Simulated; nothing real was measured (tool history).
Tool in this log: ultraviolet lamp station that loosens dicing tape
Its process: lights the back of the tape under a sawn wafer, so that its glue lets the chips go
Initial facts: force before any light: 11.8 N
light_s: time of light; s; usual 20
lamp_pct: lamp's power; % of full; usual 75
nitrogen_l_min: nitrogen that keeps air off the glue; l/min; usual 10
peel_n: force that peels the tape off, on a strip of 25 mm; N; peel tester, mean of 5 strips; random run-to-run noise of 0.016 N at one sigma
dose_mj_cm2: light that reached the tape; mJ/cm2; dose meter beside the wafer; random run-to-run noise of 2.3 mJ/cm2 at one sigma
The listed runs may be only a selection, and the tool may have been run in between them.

run 1 hour=0 | light_s=20 lamp_pct=75 nitrogen_l_min=10 | peel_n=0.94 dose_mj_cm2=210
run 2 hour=42.9 | light_s=20 lamp_pct=75 nitrogen_l_min=10 | peel_n=1.011 dose_mj_cm2=210
run 3 hour=116.2 | light_s=12 lamp_pct=75 nitrogen_l_min=10 | peel_n=2.762 dose_mj_cm2=123
-- hour=123.7 window cleaned of glue's vapour
run 4 hour=170.1 | light_s=12 lamp_pct=75 nitrogen_l_min=10 | peel_n=2.337 dose_mj_cm2=136
run 5 hour=223.4 | light_s=20 lamp_pct=75 nitrogen_l_min=10 | peel_n=0.929 dose_mj_cm2=220
run 6 hour=300.9 | light_s=38 lamp_pct=75 nitrogen_l_min=10 | peel_n=0.163 dose_mj_cm2=410
run 7 hour=370.5 | light_s=20 lamp_pct=75 nitrogen_l_min=10 | peel_n=1.046 dose_mj_cm2=206
run 8 hour=418 | light_s=20 lamp_pct=75 nitrogen_l_min=10 | peel_n=1.085 dose_mj_cm2=202
run 9 hour=461.1 | light_s=20 lamp_pct=75 nitrogen_l_min=10 | peel_n=1.143 dose_mj_cm2=204
run 10 hour=532.3 | light_s=20 lamp_pct=75 nitrogen_l_min=10 | peel_n=1.208 dose_mj_cm2=197
run 11 hour=604.3 | light_s=20 lamp_pct=75 nitrogen_l_min=13 | peel_n=1.036 dose_mj_cm2=194
run 12 hour=644.1 | light_s=20 lamp_pct=75 nitrogen_l_min=10 | peel_n=1.305 dose_mj_cm2=191
run 13 hour=718.5 | light_s=20 lamp_pct=75 nitrogen_l_min=10 | peel_n=1.354 dose_mj_cm2=184
-- hour=754.9 window cleaned of glue's vapour
run 14 hour=764.5 | light_s=20 lamp_pct=75 nitrogen_l_min=10 | peel_n=1.172 dose_mj_cm2=199
run 15 hour=828.4 | light_s=20 lamp_pct=75 nitrogen_l_min=10 | peel_n=1.212 dose_mj_cm2=199
run 16 hour=871.9 | light_s=20 lamp_pct=75 nitrogen_l_min=10 | peel_n=1.312 dose_mj_cm2=195
run 17 hour=926.8 | light_s=20 lamp_pct=75 nitrogen_l_min=10 | peel_n=1.28 dose_mj_cm2=189
run 18 hour=962 | light_s=20 lamp_pct=75 nitrogen_l_min=10 | peel_n=1.324 dose_mj_cm2=183
run 19 hour=1020.2 | light_s=20 lamp_pct=75 nitrogen_l_min=16 | peel_n=1.028 dose_mj_cm2=181
run 20 hour=1079.8 | light_s=20 lamp_pct=75 nitrogen_l_min=7 | peel_n=1.889 dose_mj_cm2=174
run 21 hour=1149.7 | light_s=20 lamp_pct=75 nitrogen_l_min=11 | peel_n=1.497 dose_mj_cm2=172
run 22 hour=1218.2 | light_s=20 lamp_pct=75 nitrogen_l_min=10 | peel_n=1.703 dose_mj_cm2=164
run 23 hour=1251.5 | light_s=10 lamp_pct=73 nitrogen_l_min=3 | peel_n=6.572 dose_mj_cm2=84
run 24 hour=1306.7 | light_s=10 lamp_pct=73 nitrogen_l_min=3 | peel_n=6.537 dose_mj_cm2=77
run 25 hour=1376.7 | light_s=10 lamp_pct=73 nitrogen_l_min=3 | peel_n=6.763 dose_mj_cm2=74
-- hour=1382.3 window cleaned of glue's vapour
run 26 hour=1442.5 | light_s=20 lamp_pct=70 nitrogen_l_min=7 | peel_n=2.223 dose_mj_cm2=159
run 27 hour=1493.2 | light_s=16 lamp_pct=81 nitrogen_l_min=5 | peel_n=3.278 dose_mj_cm2=146
run 28 hour=1568.3 | light_s=34 lamp_pct=70 nitrogen_l_min=5 | peel_n=1.198 dose_mj_cm2=257
run 29 hour=1647.8 | light_s=34 lamp_pct=83 nitrogen_l_min=3 | peel_n=1.378 dose_mj_cm2=295
run 30 hour=1698.4 | light_s=20 lamp_pct=75 nitrogen_l_min=13 | peel_n=1.653 dose_mj_cm2=154
run 31 hour=1769.8 | light_s=20 lamp_pct=75 nitrogen_l_min=13 | peel_n=1.769 dose_mj_cm2=146
run 32 hour=1827.8 | light_s=34 lamp_pct=81 nitrogen_l_min=4 | peel_n=1.377 dose_mj_cm2=260
run 33 hour=1880.3 | light_s=13 lamp_pct=81 nitrogen_l_min=4 | peel_n=5.143 dose_mj_cm2=99
run 34 hour=1948.7 | light_s=27 lamp_pct=75 nitrogen_l_min=5 | peel_n=2.293 dose_mj_cm2=183
-- hour=2011.1 window cleaned of glue's vapour
run 35 hour=2029.5 | light_s=27 lamp_pct=77 nitrogen_l_min=4 | peel_n=2.249 dose_mj_cm2=203
run 36 hour=2064.1 | light_s=27 lamp_pct=76 nitrogen_l_min=6 | peel_n=1.689 dose_mj_cm2=196
run 37 hour=2124.2 | light_s=21 lamp_pct=75 nitrogen_l_min=10 | peel_n=2.116 dose_mj_cm2=149
run 38 hour=2188.1 | light_s=21 lamp_pct=75 nitrogen_l_min=10 | peel_n=2.187 dose_mj_cm2=146
run 39 hour=2262 | light_s=13 lamp_pct=90 nitrogen_l_min=8 | peel_n=3.859 dose_mj_cm2=101
-- hour=2323.2 lamp changed
run 40 hour=2340.4 | light_s=13 lamp_pct=90 nitrogen_l_min=8 | peel_n=1.799 dose_mj_cm2=174
run 41 hour=2420 | light_s=18 lamp_pct=75 nitrogen_l_min=10 | peel_n=1.216 dose_mj_cm2=197
run 42 hour=2482.3 | light_s=18 lamp_pct=75 nitrogen_l_min=5 | peel_n=2.135 dose_mj_cm2=188
run 43 hour=2526 | light_s=29 lamp_pct=97 nitrogen_l_min=4 | peel_n=0.505 dose_mj_cm2=390

3 ways to go on from here, each from the tool as it stands after run 43. What would each give?
run A hour=2568.5 | light_s=29 lamp_pct=67 nitrogen_l_min=12 | peel_n=? dose_mj_cm2=?
run B hour=2568.5 | light_s=16 lamp_pct=81 nitrogen_l_min=10 | peel_n=? dose_mj_cm2=?
run C hour=2568.5 | light_s=29 lamp_pct=92 nitrogen_l_min=12 | peel_n=? dose_mj_cm2=?

run=A peel_n=0.466 dose_mj_cm2=264
run=B peel_n=1.551 dose_mj_cm2=175
run=C peel_n=0.194 dose_mj_cm2=363
With the hidden condition removed and each run's random variation left untouched, the same runs would have given:
run=A peel_n=0.29 dose_mj_cm2=309
run=B peel_n=1.103 dose_mj_cm2=205
run=C peel_n=0.127 dose_mj_cm2=425

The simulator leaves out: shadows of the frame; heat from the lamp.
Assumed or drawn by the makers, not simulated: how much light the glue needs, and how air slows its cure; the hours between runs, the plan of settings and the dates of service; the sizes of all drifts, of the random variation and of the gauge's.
